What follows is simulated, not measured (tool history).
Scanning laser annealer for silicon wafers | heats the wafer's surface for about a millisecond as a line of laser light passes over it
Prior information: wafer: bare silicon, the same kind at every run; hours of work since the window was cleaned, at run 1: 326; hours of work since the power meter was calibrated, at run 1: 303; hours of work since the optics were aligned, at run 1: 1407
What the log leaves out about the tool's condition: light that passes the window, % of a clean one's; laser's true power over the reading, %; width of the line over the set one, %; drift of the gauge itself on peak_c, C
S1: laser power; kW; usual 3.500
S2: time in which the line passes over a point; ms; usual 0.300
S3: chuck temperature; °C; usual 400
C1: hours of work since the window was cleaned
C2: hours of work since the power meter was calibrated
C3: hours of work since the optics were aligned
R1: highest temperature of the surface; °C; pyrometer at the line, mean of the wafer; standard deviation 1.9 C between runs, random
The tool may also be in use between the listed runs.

run 1 hour=0.0 | S1=3.500 S2=0.300 S3=400 | C1=326 C2=303 C3=1407 | R1=1115
run 2 hour=7.7 | S1=3.500 S2=0.300 S3=400 | C1=332 C2=309 C3=1412 | R1=1113
run 3 hour=17.5 | S1=3.500 S2=0.300 S3=400 | C1=339 C2=316 C3=1419 | R1=1114
run 4 hour=27.6 | S1=3.500 S2=0.300 S3=400 | C1=346 C2=323 C3=1426 | R1=1114
run 5 hour=33.1 | S1=3.500 S2=0.300 S3=387 | C1=350 C2=327 C3=1430 | R1=1098
run 6 hour=43.4 | S1=3.500 S2=0.300 S3=387 | C1=357 C2=334 C3=1437 | R1=1101
-- hour=49.5 optics aligned, line set to its width
run 7 hour=55.7 | S1=3.500 S2=0.300 S3=396 | C1=362 C2=339 C3=4 | R1=1100
run 8 hour=61.3 | S1=3.500 S2=0.300 S3=396 | C1=366 C2=343 C3=8 | R1=1102
run 9 hour=69.8 | S1=3.668 S2=0.330 S3=396 | C1=372 C2=349 C3=14 | R1=1177
run 10 hour=82.0 | S1=3.668 S2=0.330 S3=396 | C1=381 C2=358 C3=23 | R1=1180
run 11 hour=90.2 | S1=3.500 S2=0.238 S3=417 | C1=387 C2=364 C3=29 | R1=1034
run 12 hour=100.4 | S1=3.842 S2=0.293 S3=375 | C1=394 C2=371 C3=36 | R1=1144
run 13 hour=106.9 | S1=3.216 S2=0.316 S3=394 | C1=399 C2=376 C3=41 | R1=1052

What if the next run were any one of these 5? Each begins from the tool's condition after run 13:
-- hour=113.3 optics aligned, line set to its width, once more
run A hour=120.0 | S1=3.500 S2=0.300 S3=376 | C1=404 C2=382 C3=5 | R1=?
-- hour=113.3 optics aligned, line set to its width, once more
run B hour=120.0 | S1=3.138 S2=0.316 S3=386 | C1=404 C2=382 C3=5 | R1=?
-- hour=113.3 optics aligned, line set to its width, once more
run C hour=120.0 | S1=3.216 S2=0.316 S3=422 | C1=404 C2=382 C3=5 | R1=?
-- hour=113.3 optics aligned, line set to its width, once more
run D hour=120.0 | S1=3.500 S2=0.300 S3=386 | C1=404 C2=382 C3=5 | R1=?
-- hour=113.3 optics aligned, line set to its width, once more
run E hour=120.0 | S1=3.156 S2=0.280 S3=425 | C1=404 C2=382 C3=5 | R1=?

run=A R1=1100
run=B R1=1047
run=C R1=1099
run=D R1=1110
run=E R1=1043
With no hidden state in the tool, these same runs would have given:
run=A R1=1135
run=B R1=1078
run=C R1=1132
run=D R1=1145
run=E R1=1072
